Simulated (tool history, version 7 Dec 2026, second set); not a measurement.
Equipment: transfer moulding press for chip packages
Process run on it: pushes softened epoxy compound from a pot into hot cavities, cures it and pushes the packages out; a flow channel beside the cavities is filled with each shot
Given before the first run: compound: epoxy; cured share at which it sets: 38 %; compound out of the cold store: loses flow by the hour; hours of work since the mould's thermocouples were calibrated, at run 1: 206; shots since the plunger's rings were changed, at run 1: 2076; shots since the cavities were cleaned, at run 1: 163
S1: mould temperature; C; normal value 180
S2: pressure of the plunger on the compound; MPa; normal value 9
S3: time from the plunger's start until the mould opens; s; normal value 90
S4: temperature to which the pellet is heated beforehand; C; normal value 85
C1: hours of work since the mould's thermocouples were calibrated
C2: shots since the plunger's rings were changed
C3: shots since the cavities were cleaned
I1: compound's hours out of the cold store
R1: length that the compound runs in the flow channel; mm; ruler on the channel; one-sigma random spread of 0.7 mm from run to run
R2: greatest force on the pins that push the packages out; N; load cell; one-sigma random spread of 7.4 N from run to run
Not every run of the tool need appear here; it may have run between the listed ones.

Run 1, hour 0: usual settings; C1 206; C2 2076; C3 163; I1 42.5. Result: R1 590.7 mm, R2 354 N.
Run 2, hour 35.9: usual settings; C1 223; C2 2392; C3 479; I1 15.5. Result: R1 687 mm, R2 411 N.
Run 3, hour 63.2: usual settings; C1 237; C2 2633; C3 720; I1 40.7. Result: R1 595.5 mm, R2 419 N.
Run 4, hour 101.9: usual settings; C1 256; C2 2974; C3 1061; I1 33.9. Result: R1 616.6 mm, R2 447 N.
At hour 111.3: cavities cleaned with cleaning compound and waxed.
Run 5, hour 143.1: usual settings; C1 275; C2 3324; C3 280; I1 8.6. Result: R1 710.2 mm, R2 379 N.
At hour 157.1: plunger's sealing rings changed.
Run 6, hour 185.9: usual settings; C1 295; C2 254; C3 635; I1 39.8. Result: R1 607.1 mm, R2 419 N.
Run 7, hour 229.8: usual settings; C1 316; C2 641; C3 1022; I1 35.9. Result: R1 618.7 mm, R2 444 N.
At hour 240.4: cavities cleaned with cleaning compound and waxed.
Run 8, hour 271.2: usual settings but S3 94 s; C1 335; C2 993; C3 272; I1 42.3. Result: R1 597.9 mm, R2 384 N.
Run 9, hour 297: usual settings but S1 188 C; C1 348; C2 1220; C3 499; I1 16. Result: R1 664.8 mm, R2 375 N.
Run 10, hour 328.3: usual settings but S1 188 C; C1 363; C2 1496; C3 775; I1 31. Result: R1 609.2 mm, R2 410 N.
At hour 366.4: cavities cleaned with cleaning compound and waxed.
Run 11, hour 377.9: usual settings but S1 188 C; C1 387; C2 1920; C3 102; I1 34.1. Result: R1 597.9 mm, R2 325 N.
Run 12, hour 406.1: usual settings but S1 188 C; C1 401; C2 2168; C3 350; I1 11. Result: R1 677.5 mm, R2 368 N.
Run 13, hour 431.6: usual settings; C1 413; C2 2393; C3 575; I1 9.7. Result: R1 709.9 mm, R2 413 N.
At hour 490: mould's thermocouples calibrated.
Run 14, hour 490.6: usual settings; C1 0; C2 2896; C3 1078; I1 46.6. Result: R1 577.5 mm, R2 454 N.
At hour 495.3: cavities cleaned with cleaning compound and waxed.
Run 15, hour 520.2: usual settings but S2 9.3 MPa, S3 110 s, S4 75 C; C1 14; C2 3143; C3 219; I1 34. Result: R1 627.5 mm, R2 343 N.
At hour 555.7: plunger's sealing rings changed.
Run 16, hour 565.6: usual settings but S2 9.3 MPa, S3 110 s, S4 75 C; C1 35; C2 87; C3 597; I1 18. Result: R1 700.9 mm, R2 386 N.

Forecast run 17:
Run 17, hour 607.8: usual settings but S1 181 C, S2 9.3 MPa, S3 94 s, S4 92 C; C1 56; C2 460; C3 970; I1 11.8. Result: R1 ?, R2 ?.

R1: 719.7 mm
R2: 425 N
Without the tool's hidden state the same run would have given R1 718.6 mm, R2 299 N.
